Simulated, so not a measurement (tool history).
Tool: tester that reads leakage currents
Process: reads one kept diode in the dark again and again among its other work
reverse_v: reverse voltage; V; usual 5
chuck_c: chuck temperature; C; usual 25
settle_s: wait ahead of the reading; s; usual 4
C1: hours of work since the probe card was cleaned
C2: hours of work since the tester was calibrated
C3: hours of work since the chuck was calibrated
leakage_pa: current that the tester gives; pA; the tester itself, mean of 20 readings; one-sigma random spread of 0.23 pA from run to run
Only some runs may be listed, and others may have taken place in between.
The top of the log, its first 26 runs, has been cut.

run 27 day=65.833 | reverse_v=5 chuck_c=47 settle_s=1.78 | C1=1020 C2=1422 C3=491 | leakage_pa=477.38
run 28 day=67.733 | reverse_v=5 chuck_c=56 settle_s=1.78 | C1=1044 C2=1446 C3=515 | leakage_pa=917.69
run 29 day=69.425 | reverse_v=5 chuck_c=56 settle_s=1.78 | C1=1065 C2=1468 C3=537 | leakage_pa=914.44
run 30 day=72.021 | reverse_v=5.17 chuck_c=25 settle_s=2.01 | C1=1098 C2=1501 C3=570 | leakage_pa=91.95
run 31 day=74.367 | reverse_v=5.17 chuck_c=25 settle_s=2.01 | C1=1128 C2=1530 C3=600 | leakage_pa=92.42
run 32 day=76.742 | reverse_v=5.17 chuck_c=25 settle_s=2.01 | C1=1158 C2=1560 C3=630 | leakage_pa=93.29
run 33 day=79.45 | reverse_v=12.77 chuck_c=21 settle_s=0.42 | C1=1192 C2=1595 C3=664 | leakage_pa=122.73
run 34 day=80.867 | reverse_v=12.77 chuck_c=21 settle_s=0.42 | C1=1210 C2=1613 C3=682 | leakage_pa=122.86
run 35 day=83.438 | reverse_v=5 chuck_c=21 settle_s=4 | C1=1243 C2=1645 C3=714 | leakage_pa=68
run 36 day=85.775 | reverse_v=8.45 chuck_c=40 settle_s=6.8 | C1=1272 C2=1675 C3=744 | leakage_pa=392.7
run 37 day=88.933 | reverse_v=1.44 chuck_c=36 settle_s=6.8 | C1=1312 C2=1715 C3=784 | leakage_pa=116.53
run 38 day=90.404 | reverse_v=2.66 chuck_c=25 settle_s=2.07 | C1=1331 C2=1733 C3=803 | leakage_pa=67.83
-- day=90.762 chuck's temperature calibrated
-- day=91.862 probe card cleaned and baked
run 39 day=93.762 | reverse_v=2.66 chuck_c=24 settle_s=2.07 | C1=24 C2=1773 C3=36 | leakage_pa=51.27
run 40 day=95.45 | reverse_v=5 chuck_c=25 settle_s=3.72 | C1=45 C2=1795 C3=58 | leakage_pa=76.67
run 41 day=97.225 | reverse_v=4.25 chuck_c=40 settle_s=9.01 | C1=68 C2=1817 C3=80 | leakage_pa=241.54

Branching from run 41: 3 alternative next runs. What would each branch give?
run A day=99.162 | reverse_v=13.35 chuck_c=23 settle_s=0.45 | C1=92 C2=1842 C3=105 | leakage_pa=?
run B day=99.162 | reverse_v=8.9 chuck_c=22 settle_s=0.47 | C1=92 C2=1842 C3=105 | leakage_pa=?
run C day=99.162 | reverse_v=9.08 chuck_c=40 settle_s=9.01 | C1=92 C2=1842 C3=105 | leakage_pa=?

run=A leakage_pa=117.52
run=B leakage_pa=85.37
run=C leakage_pa=356.17
What these runs would have given with no unlogged condition in the tool:
run=A leakage_pa=111.31
run=B leakage_pa=80.91
run=C leakage_pa=340.86

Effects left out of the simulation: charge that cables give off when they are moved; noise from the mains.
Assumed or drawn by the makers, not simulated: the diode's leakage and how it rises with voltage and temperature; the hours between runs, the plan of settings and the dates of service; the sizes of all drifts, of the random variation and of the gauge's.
